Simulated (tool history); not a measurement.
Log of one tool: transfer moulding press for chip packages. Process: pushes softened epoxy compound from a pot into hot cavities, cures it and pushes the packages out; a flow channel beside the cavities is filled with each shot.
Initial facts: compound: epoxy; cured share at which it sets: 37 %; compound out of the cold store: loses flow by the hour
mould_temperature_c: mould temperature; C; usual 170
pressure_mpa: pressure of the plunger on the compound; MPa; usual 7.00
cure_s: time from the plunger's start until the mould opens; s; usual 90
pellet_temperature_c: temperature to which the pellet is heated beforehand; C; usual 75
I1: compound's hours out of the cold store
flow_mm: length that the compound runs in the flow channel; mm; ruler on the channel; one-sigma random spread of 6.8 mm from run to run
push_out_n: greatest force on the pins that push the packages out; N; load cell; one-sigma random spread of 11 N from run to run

Run 1, hour 0.0: usual settings; I1 40.1. Result: flow_mm 665 mm, push_out_n 802 N.
At hour 11.2: cavities cleaned with cleaning compound and waxed.
Run 2, hour 20.9: usual settings; I1 14.4. Result: flow_mm 742 mm, push_out_n 636 N.
Run 3, hour 45.1: usual settings; I1 33.4. Result: flow_mm 688 mm, push_out_n 824 N.
At hour 56.0: cavities cleaned with cleaning compound and waxed.
At hour 74.8: plunger's sealing rings changed.
Run 4, hour 75.2: usual settings; I1 8.0. Result: flow_mm 819 mm, push_out_n 751 N.
Run 5, hour 100.8: usual settings; I1 37.0. Result: flow_mm 732 mm, push_out_n 894 N.
At hour 104.2: cavities cleaned with cleaning compound and waxed.
Run 6, hour 118.6: usual settings; I1 48.0. Result: flow_mm 698 mm, push_out_n 684 N.
Run 7, hour 139.1: usual settings; I1 27.2. Result: flow_mm 747 mm, push_out_n 839 N.
At hour 150.2: cavities cleaned with cleaning compound and waxed.
Run 8, hour 162.3: usual settings; I1 28.5. Result: flow_mm 743 mm, push_out_n 667 N.
Run 9, hour 187.1: usual settings; I1 29.4. Result: flow_mm 725 mm, push_out_n 824 N.
At hour 197.0: cavities cleaned with cleaning compound and waxed.
Run 10, hour 211.8: usual settings but pressure_mpa 5.48 MPa; I1 15.7. Result: flow_mm 686 mm, push_out_n 690 N.
Run 11, hour 238.7: usual settings but mould_temperature_c 174 C; I1 29.7. Result: flow_mm 718 mm, push_out_n 827 N.
At hour 242.3: cavities cleaned with cleaning compound and waxed.
Run 12, hour 254.2: usual settings but cure_s 82 s; I1 41.8. Result: flow_mm 699 mm, push_out_n 698 N.
Run 13, hour 268.5: usual settings but pressure_mpa 6.94 MPa; I1 45.9. Result: flow_mm 676 mm, push_out_n 792 N.
At hour 286.9: cavities cleaned with cleaning compound and waxed.
Run 14, hour 286.9: usual settings; I1 16.9. Result: flow_mm 764 mm, push_out_n 499 N.
Run 15, hour 300.7: usual settings but mould_temperature_c 172 C, pressure_mpa 6.98 MPa, cure_s 75 s, pellet_temperature_c 66 C; I1 9.1. Result: flow_mm 781 mm, push_out_n 787 N.
Run 16, hour 320.2: usual settings but pressure_mpa 5.73 MPa; I1 38.0. Result: flow_mm 623 mm, push_out_n 818 N.
At hour 332.4: cavities cleaned with cleaning compound and waxed.
Run 17, hour 338.9: usual settings but pressure_mpa 5.73 MPa; I1 33.7. Result: flow_mm 633 mm, push_out_n 583 N.
Run 18, hour 363.5: usual settings but pressure_mpa 6.58 MPa, cure_s 112 s, pellet_temperature_c 80 C; I1 20.5. Result: flow_mm 716 mm, push_out_n 699 N.
At hour 376.9: cavities cleaned with cleaning compound and waxed.
Run 19, hour 378.8: usual settings but mould_temperature_c 164 C, pressure_mpa 6.58 MPa, cure_s 112 s, pellet_temperature_c 85 C; I1 11.4. Result: flow_mm 754 mm, push_out_n 535 N.
Run 20, hour 405.0: usual settings but pressure_mpa 6.58 MPa, cure_s 122 s, pellet_temperature_c 85 C; I1 46.5. Result: flow_mm 634 mm, push_out_n 704 N.
At hour 423.4: cavities cleaned with cleaning compound and waxed.
Run 21, hour 433.6: usual settings but mould_temperature_c 171 C, pressure_mpa 5.45 MPa, cure_s 94 s, pellet_temperature_c 85 C; I1 20.1. Result: flow_mm 636 mm, push_out_n 620 N.

Run 22, settings as shown, results not yet in. Your forecast:
Run 22, hour 459.0: usual settings but mould_temperature_c 171 C, pressure_mpa 5.45 MPa, cure_s 94 s, pellet_temperature_c 85 C; I1 34.9. Result: flow_mm ?, push_out_n ?.

flow_mm: 598 mm
push_out_n: 797 N
On a tool with no hidden condition, and with the same random variation, this run would have come out at flow_mm 648 mm, push_out_n 471 N.

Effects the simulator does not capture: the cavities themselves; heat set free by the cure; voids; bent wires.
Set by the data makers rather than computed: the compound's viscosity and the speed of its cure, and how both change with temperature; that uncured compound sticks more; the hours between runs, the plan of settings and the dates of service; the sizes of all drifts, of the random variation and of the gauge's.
